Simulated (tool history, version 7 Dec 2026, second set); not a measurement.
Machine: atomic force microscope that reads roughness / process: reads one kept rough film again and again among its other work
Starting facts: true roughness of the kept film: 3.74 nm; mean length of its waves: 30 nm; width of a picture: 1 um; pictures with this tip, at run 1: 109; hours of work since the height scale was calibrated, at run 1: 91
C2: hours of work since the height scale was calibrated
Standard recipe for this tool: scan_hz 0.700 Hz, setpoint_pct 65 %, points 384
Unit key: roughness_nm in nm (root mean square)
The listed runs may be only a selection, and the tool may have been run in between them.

Run 1, hour 0.0: usual settings; pictures with this tip 109; C2 91. Result: roughness_nm 2.932 nm (root mean square).
Run 2, hour 11.2: usual settings; pictures with this tip 134; C2 100. Result: roughness_nm 2.832 nm (root mean square).
Run 3, hour 19.5: usual settings; pictures with this tip 153; C2 106. Result: roughness_nm 2.783 nm (root mean square).
Run 4, hour 26.2: usual settings; pictures with this tip 168; C2 111. Result: roughness_nm 2.735 nm (root mean square).
Run 5, hour 34.7: usual settings; pictures with this tip 187; C2 117. Result: roughness_nm 2.690 nm (root mean square).
Run 6, hour 45.0: usual settings; pictures with this tip 210; C2 125. Result: roughness_nm 2.625 nm (root mean square).
At hour 55.1: new tip fitted.
Run 7, hour 59.5: usual settings but points 894; pictures with this tip 10; C2 135. Result: roughness_nm 3.286 nm (root mean square).
Run 8, hour 67.7: usual settings but scan_hz 0.768 Hz; pictures with this tip 29; C2 141. Result: roughness_nm 3.178 nm (root mean square).
Run 9, hour 73.8: usual settings but scan_hz 0.768 Hz; pictures with this tip 43; C2 146. Result: roughness_nm 3.136 nm (root mean square).
Run 10, hour 84.7: usual settings; pictures with this tip 67; C2 154. Result: roughness_nm 3.050 nm (root mean square).
Run 11, hour 97.3: usual settings; pictures with this tip 96; C2 164. Result: roughness_nm 2.943 nm (root mean square).
Run 12, hour 105.0: usual settings but setpoint_pct 64 %; pictures with this tip 113; C2 169. Result: roughness_nm 2.894 nm (root mean square).
Run 13, hour 118.9: usual settings; pictures with this tip 144; C2 180. Result: roughness_nm 2.759 nm (root mean square).
Run 14, hour 125.9: usual settings; pictures with this tip 160; C2 185. Result: roughness_nm 2.712 nm (root mean square).
Run 15, hour 137.0: usual settings; pictures with this tip 186; C2 193. Result: roughness_nm 2.648 nm (root mean square).
Run 16, hour 143.3: usual settings; pictures with this tip 200; C2 198. Result: roughness_nm 2.615 nm (root mean square).
Run 17, hour 155.9: usual settings; pictures with this tip 228; C2 207. Result: roughness_nm 2.545 nm (root mean square).
At hour 158.2: new tip fitted.
Run 18, hour 169.9: usual settings; pictures with this tip 27; C2 218. Result: roughness_nm 3.192 nm (root mean square).
Run 19, hour 180.9: usual settings but scan_hz 0.686 Hz; pictures with this tip 52; C2 226. Result: roughness_nm 3.070 nm (root mean square).
Run 20, hour 192.0: usual settings but setpoint_pct 85 %; pictures with this tip 77; C2 234. Result: roughness_nm 2.948 nm (root mean square).
Run 21, hour 202.0: usual settings but setpoint_pct 85 %; pictures with this tip 99; C2 242. Result: roughness_nm 2.877 nm (root mean square).
Run 22, hour 210.4: usual settings; pictures with this tip 118; C2 248. Result: roughness_nm 2.856 nm (root mean square).
Run 23, hour 224.2: usual settings but points 734; pictures with this tip 150; C2 258. Result: roughness_nm 2.771 nm (root mean square).
Run 24, hour 236.5: usual settings but points 734; pictures with this tip 177; C2 267. Result: roughness_nm 2.703 nm (root mean square).
Run 25, hour 242.6: usual settings but setpoint_pct 74 %, points 734; pictures with this tip 191; C2 272. Result: roughness_nm 2.626 nm (root mean square).
Run 26, hour 250.1: usual settings; pictures with this tip 208; C2 278. Result: roughness_nm 2.605 nm (root mean square).
Run 27, hour 257.6: usual settings but scan_hz 3.761 Hz, setpoint_pct 74 %, points 299; pictures with this tip 225; C2 283. Result: roughness_nm 2.376 nm (root mean square).
At hour 261.7: new tip fitted.
Run 28, hour 268.1: usual settings but setpoint_pct 82 %, points 412; pictures with this tip 14; C2 291. Result: roughness_nm 3.195 nm (root mean square).
Run 29, hour 281.2: usual settings but setpoint_pct 82 %, points 412; pictures with this tip 44; C2 300. Result: roughness_nm 3.077 nm (root mean square).
Run 30, hour 289.5: usual settings but scan_hz 3.269 Hz, setpoint_pct 72 %, points 327; pictures with this tip 63; C2 307. Result: roughness_nm 2.855 nm (root mean square).
At hour 291.3: height scale calibrated on a step standard.
Run 31, hour 296.6: usual settings but scan_hz 1.874 Hz, setpoint_pct 74 %, points 557; pictures with this tip 77; C2 4. Result: roughness_nm 2.920 nm (root mean square).
Run 32, hour 306.3: usual settings but scan_hz 0.866 Hz, setpoint_pct 68 %, points 594; pictures with this tip 99; C2 11. Result: roughness_nm 2.905 nm (root mean square).
Run 33, hour 320.6: usual settings but scan_hz 0.866 Hz, setpoint_pct 68 %, points 594; pictures with this tip 131; C2 22. Result: roughness_nm 2.825 nm (root mean square).
Run 34, hour 327.0: usual settings but scan_hz 1.725 Hz, setpoint_pct 69 %, points 530; pictures with this tip 145; C2 27. Result: roughness_nm 2.724 nm (root mean square).
Run 35, hour 338.6: usual settings but scan_hz 1.725 Hz, setpoint_pct 69 %, points 530; pictures with this tip 172; C2 35. Result: roughness_nm 2.631 nm (root mean square).
Run 36, hour 351.3: usual settings but scan_hz 0.870 Hz, setpoint_pct 73 %, points 294; pictures with this tip 200; C2 45. Result: roughness_nm 2.583 nm (root mean square).
At hour 365.9: new tip fitted.
Run 37, hour 365.9: usual settings but scan_hz 0.798 Hz, setpoint_pct 86 %, points 634; pictures with this tip 0; C2 55. Result: roughness_nm 3.231 nm (root mean square).
Run 38, hour 378.0: usual settings but scan_hz 2.444 Hz, setpoint_pct 81 %, points 539; pictures with this tip 28; C2 65. Result: roughness_nm 2.963 nm (root mean square).
At hour 380.4: height scale calibrated on a step standard, once more.
Run 39, hour 386.6: usual settings but scan_hz 1.200 Hz, setpoint_pct 68 %, points 296; pictures with this tip 45; C2 5. Result: roughness_nm 3.073 nm (root mean square).
Run 40, hour 396.5: usual settings but scan_hz 2.578 Hz, setpoint_pct 74 %, points 674; pictures with this tip 67; C2 12. Result: roughness_nm 2.892 nm (root mean square).
Run 41, hour 410.8: usual settings but scan_hz 2.578 Hz, setpoint_pct 74 %, points 674; pictures with this tip 100; C2 23. Result: roughness_nm 2.802 nm (root mean square).
Run 42, hour 419.0: usual settings but scan_hz 2.578 Hz, setpoint_pct 74 %, points 674; pictures with this tip 118; C2 29. Result: roughness_nm 2.723 nm (root mean square).
Run 43, hour 429.2: usual settings but setpoint_pct 69 %, points 388; pictures with this tip 141; C2 36. Result: roughness_nm 2.779 nm (root mean square).
Run 44, hour 441.2: usual settings but scan_hz 1.015 Hz, points 282; pictures with this tip 168; C2 45. Result: roughness_nm 2.667 nm (root mean square).
Run 45, hour 448.1: usual settings but points 683; pictures with this tip 184; C2 51. Result: roughness_nm 2.658 nm (root mean square).
Run 46, hour 454.2: usual settings but scan_hz 3.497 Hz, setpoint_pct 67 %, points 266; pictures with this tip 198; C2 55. Result: roughness_nm 2.495 nm (root mean square).
Run 47, hour 465.1: usual settings but scan_hz 1.468 Hz, setpoint_pct 74 %, points 620; pictures with this tip 222; C2 63. Result: roughness_nm 2.516 nm (root mean square).
At hour 470.0: new tip fitted.
Run 48, hour 472.1: usual settings but scan_hz 2.412 Hz, setpoint_pct 66 %; pictures with this tip 5; C2 68. Result: roughness_nm 3.175 nm (root mean square).
Run 49, hour 479.5: usual settings but scan_hz 2.424 Hz, setpoint_pct 78 %, points 506; pictures with this tip 22; C2 74. Result: roughness_nm 3.029 nm (root mean square).
Run 50, hour 489.6: usual settings but scan_hz 2.424 Hz, setpoint_pct 78 %, points 506; pictures with this tip 45; C2 81. Result: roughness_nm 2.932 nm (root mean square).

What will run 51 give?
Run 51, hour 501.0: usual settings but scan_hz 2.424 Hz, setpoint_pct 78 %, points 506; pictures with this tip 70; C2 90. Result: roughness_nm ?.

Run 51 yielded roughness_nm 2.856 nm (root mean square).
Were there no unlogged condition in the tool, this run, its random variation unchanged, would have produced roughness_nm 3.138 nm (root mean square).
